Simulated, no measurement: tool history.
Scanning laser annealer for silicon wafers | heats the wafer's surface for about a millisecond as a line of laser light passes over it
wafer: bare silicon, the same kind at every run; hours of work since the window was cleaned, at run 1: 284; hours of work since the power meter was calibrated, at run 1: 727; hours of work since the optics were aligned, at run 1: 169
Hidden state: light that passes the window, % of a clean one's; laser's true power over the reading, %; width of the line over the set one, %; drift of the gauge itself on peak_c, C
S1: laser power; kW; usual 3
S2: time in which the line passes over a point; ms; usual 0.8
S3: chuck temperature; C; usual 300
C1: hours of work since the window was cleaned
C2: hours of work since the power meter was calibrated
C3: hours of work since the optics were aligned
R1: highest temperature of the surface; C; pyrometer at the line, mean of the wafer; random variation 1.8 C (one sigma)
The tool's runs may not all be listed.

run	day	S1	S2	S3	C1	C2	C3	R1
1	0	3	0.8	300	284	727	169	1027
2	0.779	3	0.8	300	298	741	183	1025
3	1.725	3	0.8	300	315	759	200	1028
4	2.638	3	0.8	300	332	776	217	1031
5	3.662	3.085	0.8	300	351	794	236	1052
6	4.254	3.085	0.8	300	362	805	247	1055
7	4.721	3	0.8	300	371	814	255	1029
8	5.221	3.176	0.8	300	380	823	265	1078
9	6.112	3.176	0.8	300	396	840	281	1078
10	7.025	3.176	0.8	300	413	856	298	1076
11	7.558	3.176	0.8	300	423	866	308	1073
12	8.392	2.957	0.8	300	438	881	323	1013
13	8.95	3	0.859	300	448	892	333	1053
14	9.496	3	0.859	300	458	902	343	1050
15	10.575	3	0.859	300	478	922	363	1047
16	11.275	3	0.859	300	491	935	376	1052
17	11.8	3	0.859	300	501	944	386	1050
18	12.779	3	0.859	300	519	962	404	1052
# day 13.133: window over the wafer cleaned
19	13.667	3	0.859	300	10	977	419	1054
20	14.675	3	0.838	300	28	996	437	1043
21	15.121	3.188	0.838	326	37	1004	445	1121
22	16.2	2.932	0.94	314	56	1024	465	1075
23	16.9	3.051	0.932	285	69	1037	478	1077
24	17.667	3	0.956	276	83	1051	492	1064
25	18.15	3.152	0.588	280	92	1059	501	960
26	19	3.152	0.777	280	108	1075	517	1041
27	19.542	3.152	0.777	280	118	1085	527	1043
28	20.367	3.063	0.636	284	133	1100	542	965
29	20.958	3.063	0.636	284	144	1111	553	963
30	21.608	3	0.936	310	156	1123	565	1090
31	22.7	3	0.936	310	176	1143	585	1090
32	23.233	3.063	0.8	300	186	1153	595	1048
33	23.883	2.762	0.933	322	198	1165	607	1032
34	24.617	2.762	0.933	322	211	1179	620	1031
35	25.221	2.732	0.645	303	222	1190	631	902
36	25.7	2.732	0.645	303	231	1198	640	901
37	26.65	2.732	0.645	326	249	1216	657	925
38	27.521	2.732	0.996	313	265	1232	674	1032
39	28.471	2.732	0.996	313	282	1249	691	1030
40	29.321	2.732	0.996	313	298	1265	707	1032

Forecast each of these 3 alternatives for the next run:
A	30.192	2.566	0.8	317	314	1281	723	?
B	30.192	3.255	0.996	281	314	1281	723	?
C	30.192	2.732	0.662	305	314	1281	723	?

run	R1
A	929
B	1157
C	911
Without the tool's hidden state the same runs would have given:
run	R1
A	930
B	1158
C	911

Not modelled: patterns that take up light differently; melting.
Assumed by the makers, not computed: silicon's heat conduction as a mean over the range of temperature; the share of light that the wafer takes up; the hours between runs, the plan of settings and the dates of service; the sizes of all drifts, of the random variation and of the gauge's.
